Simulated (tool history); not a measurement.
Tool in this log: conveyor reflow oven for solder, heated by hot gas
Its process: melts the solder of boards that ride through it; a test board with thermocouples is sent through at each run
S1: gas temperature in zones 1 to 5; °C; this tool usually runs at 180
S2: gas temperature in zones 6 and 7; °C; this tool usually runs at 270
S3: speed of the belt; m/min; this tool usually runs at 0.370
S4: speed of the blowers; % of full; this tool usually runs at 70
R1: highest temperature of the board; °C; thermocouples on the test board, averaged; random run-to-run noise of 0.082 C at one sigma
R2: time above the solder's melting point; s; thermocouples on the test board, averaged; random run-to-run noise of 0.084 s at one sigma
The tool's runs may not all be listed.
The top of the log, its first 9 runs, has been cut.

run,hour,S1,S2,S3,S4,R1,R2
10,87.9,180,270,0.370,65,256.59,79.76
11,93.2,193,270,0.370,70,259.31,88.76
12,99.3,180,270,0.361,70,258.13,83.04
13,108.3,180,270,0.370,70,257.35,80.33
14,116.6,180,270,0.370,70,257.32,80.30
15,121.3,180,270,0.370,70,257.28,80.37
16,131.8,181,270,0.370,70,257.57,80.84
17,137.1,188,283,0.370,52,266.91,90.09
18,143.8,188,275,0.431,66,257.68,71.71
19,149.8,168,269,0.372,65,253.59,71.37
20,158.1,168,269,0.372,65,253.50,71.38
21,165.0,191,280,0.379,90,269.42,90.97
22,171.4,180,281,0.370,65,266.15,86.00
23,181.3,180,260,0.370,65,247.66,72.11
24,190.0,184,280,0.370,65,265.81,87.80
25,195.8,184,280,0.370,65,266.01,87.90
26,200.9,184,280,0.370,65,265.98,87.78
27,205.7,171,278,0.370,70,262.83,80.30

Estimate the outcome of run 28 from the log above:
28,210.3,180,268,0.400,61,?,?

R1: 251.65 °C
R2: 68.77 s
With no hidden state in the tool, this same run would have given R1 251.82 °C, R2 69.03 s.

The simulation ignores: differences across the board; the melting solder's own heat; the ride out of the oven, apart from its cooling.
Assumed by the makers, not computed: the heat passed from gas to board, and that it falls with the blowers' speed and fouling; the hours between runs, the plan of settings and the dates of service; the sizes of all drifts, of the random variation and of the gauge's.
